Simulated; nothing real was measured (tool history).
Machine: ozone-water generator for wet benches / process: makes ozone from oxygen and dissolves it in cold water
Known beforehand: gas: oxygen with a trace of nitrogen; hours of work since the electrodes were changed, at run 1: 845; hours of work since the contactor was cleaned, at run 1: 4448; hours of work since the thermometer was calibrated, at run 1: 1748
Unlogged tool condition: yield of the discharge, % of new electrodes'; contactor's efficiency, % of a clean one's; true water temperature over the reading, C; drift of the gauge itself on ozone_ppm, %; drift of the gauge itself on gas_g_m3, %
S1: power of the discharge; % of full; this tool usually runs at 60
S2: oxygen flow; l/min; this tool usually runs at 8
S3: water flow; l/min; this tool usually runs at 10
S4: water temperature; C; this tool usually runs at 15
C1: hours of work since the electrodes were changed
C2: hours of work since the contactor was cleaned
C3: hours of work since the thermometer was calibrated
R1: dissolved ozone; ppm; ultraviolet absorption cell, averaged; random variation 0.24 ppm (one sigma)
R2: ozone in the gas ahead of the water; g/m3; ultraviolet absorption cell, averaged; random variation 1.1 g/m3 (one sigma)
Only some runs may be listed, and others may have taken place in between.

run 1 hour=0 | S1=60 S2=8 S3=10 S4=15 | C1=845 C2=4448 C3=1748 | R1=35.7 R2=189.9
run 2 hour=55.6 | S1=60 S2=8 S3=10 S4=15 | C1=882 C2=4484 C3=1785 | R1=35.6 R2=190
run 3 hour=120.1 | S1=60 S2=8 S3=10 S4=11 | C1=924 C2=4527 C3=1827 | R1=39.2 R2=188.1
run 4 hour=183.4 | S1=60 S2=5.88 S3=10 S4=15 | C1=966 C2=4568 C3=1869 | R1=37.6 R2=223.3
run 5 hour=268 | S1=60 S2=5.88 S3=10 S4=19 | C1=1021 C2=4624 C3=1925 | R1=34.9 R2=221.2
run 6 hour=328.9 | S1=60 S2=8 S3=10 S4=15 | C1=1062 C2=4664 C3=1965 | R1=35.6 R2=190.4
run 7 hour=398.1 | S1=60 S2=8 S3=10 S4=15 | C1=1107 C2=4710 C3=2010 | R1=35.7 R2=192.2
run 8 hour=458.3 | S1=60 S2=8 S3=10 S4=15 | C1=1147 C2=4749 C3=2050 | R1=35.8 R2=191.7
run 9 hour=546.1 | S1=60 S2=8 S3=10 S4=15 | C1=1204 C2=4807 C3=2108 | R1=36 R2=191.2
run 10 hour=622.9 | S1=60 S2=8 S3=15 S4=15 | C1=1255 C2=4858 C3=2158 | R1=29.1 R2=193.5
run 11 hour=664.5 | S1=60 S2=8 S3=15 S4=15 | C1=1282 C2=4885 C3=2186 | R1=29 R2=190.4
-- hour=726.3 contactor cleaned
run 12 hour=758.5 | S1=60 S2=8 S3=10 S4=15 | C1=1342 C2=21 C3=2245 | R1=35.7 R2=193.5
run 13 hour=829.5 | S1=60 S2=8 S3=10 S4=15 | C1=1388 C2=68 C3=2292 | R1=35.9 R2=193.2
run 14 hour=919.6 | S1=60 S2=8 S3=10 S4=15 | C1=1448 C2=127 C3=2351 | R1=36 R2=192.7
run 15 hour=1003.4 | S1=60 S2=8 S3=10 S4=15 | C1=1503 C2=182 C3=2406 | R1=35.5 R2=192.1
run 16 hour=1091 | S1=51 S2=7.29 S3=13 S4=22 | C1=1560 C2=240 C3=2464 | R1=25.3 R2=186.3
run 17 hour=1166 | S1=63 S2=9.3 S3=10 S4=20 | C1=1610 C2=289 C3=2513 | R1=31.3 R2=184.6
run 18 hour=1221.7 | S1=63 S2=11.76 S3=10 S4=20 | C1=1646 C2=326 C3=2550 | R1=29.4 R2=161.1
run 19 hour=1304.7 | S1=58 S2=4.8 S3=14 S4=12 | C1=1701 C2=381 C3=2604 | R1=32.4 R2=252
run 20 hour=1362.1 | S1=58 S2=4.8 S3=14 S4=12 | C1=1739 C2=418 C3=2642 | R1=32.1 R2=248.4
-- hour=1427.6 gauge calibrated
run 21 hour=1427.6 | S1=58 S2=4.8 S3=14 S4=12 | C1=1782 C2=461 C3=2685 | R1=32.3 R2=240.5
run 22 hour=1520.5 | S1=76 S2=8 S3=10 S4=19 | C1=1843 C2=523 C3=2746 | R1=37.3 R2=214.2
run 23 hour=1614.4 | S1=42 S2=8.85 S3=10 S4=19 | C1=1905 C2=584 C3=2808 | R1=26.3 R2=149.7
run 24 hour=1667.2 | S1=74 S2=4.43 S3=15 S4=13 | C1=1940 C2=619 C3=2843 | R1=34.8 R2=290.7
run 25 hour=1719.1 | S1=66 S2=8 S3=13 S4=15 | C1=1974 C2=653 C3=2877 | R1=32.8 R2=201.6
run 26 hour=1794.2 | S1=66 S2=8 S3=11 S4=17 | C1=2023 C2=703 C3=2926 | R1=34.7 R2=202
run 27 hour=1890.1 | S1=46 S2=9.45 S3=7 S4=8 | C1=2086 C2=766 C3=2989 | R1=41.2 R2=152.1

What if the next run were any one of these 5? Each begins from the tool's condition after run 27:
run A hour=1943 | S1=46 S2=12.2 S3=7 S4=21 | C1=2121 C2=801 C3=3024 | R1=? R2=?
run B hour=1943 | S1=49 S2=9.66 S3=10 S4=9 | C1=2121 C2=801 C3=3024 | R1=? R2=?
run C hour=1943 | S1=60 S2=4.84 S3=10 S4=23 | C1=2121 C2=801 C3=3024 | R1=? R2=?
run D hour=1943 | S1=60 S2=8 S3=10 S4=9 | C1=2121 C2=801 C3=3024 | R1=? R2=?
run E hour=1943 | S1=60 S2=10.17 S3=11 S4=15 | C1=2121 C2=801 C3=3024 | R1=? R2=?

run=A R1=26.6 R2=131.3
run=B R1=35.7 R2=155.6
run=C R1=33.2 R2=249.4
run=D R1=40.8 R2=189.9
run=E R1=32.3 R2=170.2
Without the tool's unlogged condition, the same runs would have read:
run=A R1=26.6 R2=130
run=B R1=35.7 R2=154.1
run=C R1=33.2 R2=247
run=D R1=40.9 R2=188.1
run=E R1=32.3 R2=168.5
